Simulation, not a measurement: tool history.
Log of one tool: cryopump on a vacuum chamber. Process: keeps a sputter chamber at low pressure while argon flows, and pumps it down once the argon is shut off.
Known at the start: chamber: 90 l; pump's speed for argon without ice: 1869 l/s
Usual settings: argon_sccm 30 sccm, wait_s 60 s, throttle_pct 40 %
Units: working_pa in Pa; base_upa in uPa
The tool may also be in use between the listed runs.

| run | hour | argon_sccm | wait_s | throttle_pct | working_pa | base_upa |
|---|---|---|---|---|---|---|
| 1 | 0 | 30 | 60 | 40 | 0.0775 | 0.74 |
| 2 | 47.1 | 30 | 60 | 40 | 0.0785 | 0.78 |
| 3 | 88.9 | 51 | 60 | 40 | 0.135 | 0.77 |
|  | 104.9 | pump warmed up, emptied and cooled again |
| 4 | 130.6 | 30 | 94 | 40 | 0.0683 | 0.52 |
| 5 | 172.2 | 30 | 94 | 40 | 0.0698 | 0.52 |
| 6 | 225.2 | 30 | 94 | 40 | 0.0695 | 0.57 |
| 7 | 275.3 | 30 | 94 | 40 | 0.0693 | 0.57 |
| 8 | 298.7 | 34 | 94 | 18 | 0.1752 | 0.62 |
| 9 | 341.1 | 28 | 92 | 24 | 0.1069 | 0.55 |
| 10 | 388.5 | 25 | 86 | 18 | 0.1294 | 0.68 |
| 11 | 428.3 | 25 | 86 | 18 | 0.13 | 0.67 |
| 12 | 473.3 | 25 | 86 | 18 | 0.1291 | 0.63 |
| 13 | 520.5 | 19 | 43 | 40 | 0.0463 | 1.04 |

5 ways to go on from here, each from the tool as it stands after run 13. What would each give?
| A | 567.6 | 37 | 276 | 43 | ? | ? |
| B | 567.6 | 21 | 108 | 18 | ? | ? |
| C | 567.6 | 19 | 32 | 25 | ? | ? |
| D | 567.6 | 19 | 43 | 26 | ? | ? |
| E | 567.6 | 30 | 22 | 34 | ? | ? |

| run | working_pa | base_upa |
|---|---|---|
| A | 0.0862 | 0.47 |
| B | 0.1094 | 0.62 |
| C | 0.0729 | 1.22 |
| D | 0.0694 | 1.02 |
| E | 0.0867 | 1.61 |
Without the tool's hidden state the same runs would have given:
| run | working_pa | base_upa |
|---|---|---|
| A | 0.0782 | 0.25 |
| B | 0.1049 | 0.4 |
| C | 0.0688 | 1 |
| D | 0.0653 | 0.81 |
| E | 0.0803 | 1.4 |

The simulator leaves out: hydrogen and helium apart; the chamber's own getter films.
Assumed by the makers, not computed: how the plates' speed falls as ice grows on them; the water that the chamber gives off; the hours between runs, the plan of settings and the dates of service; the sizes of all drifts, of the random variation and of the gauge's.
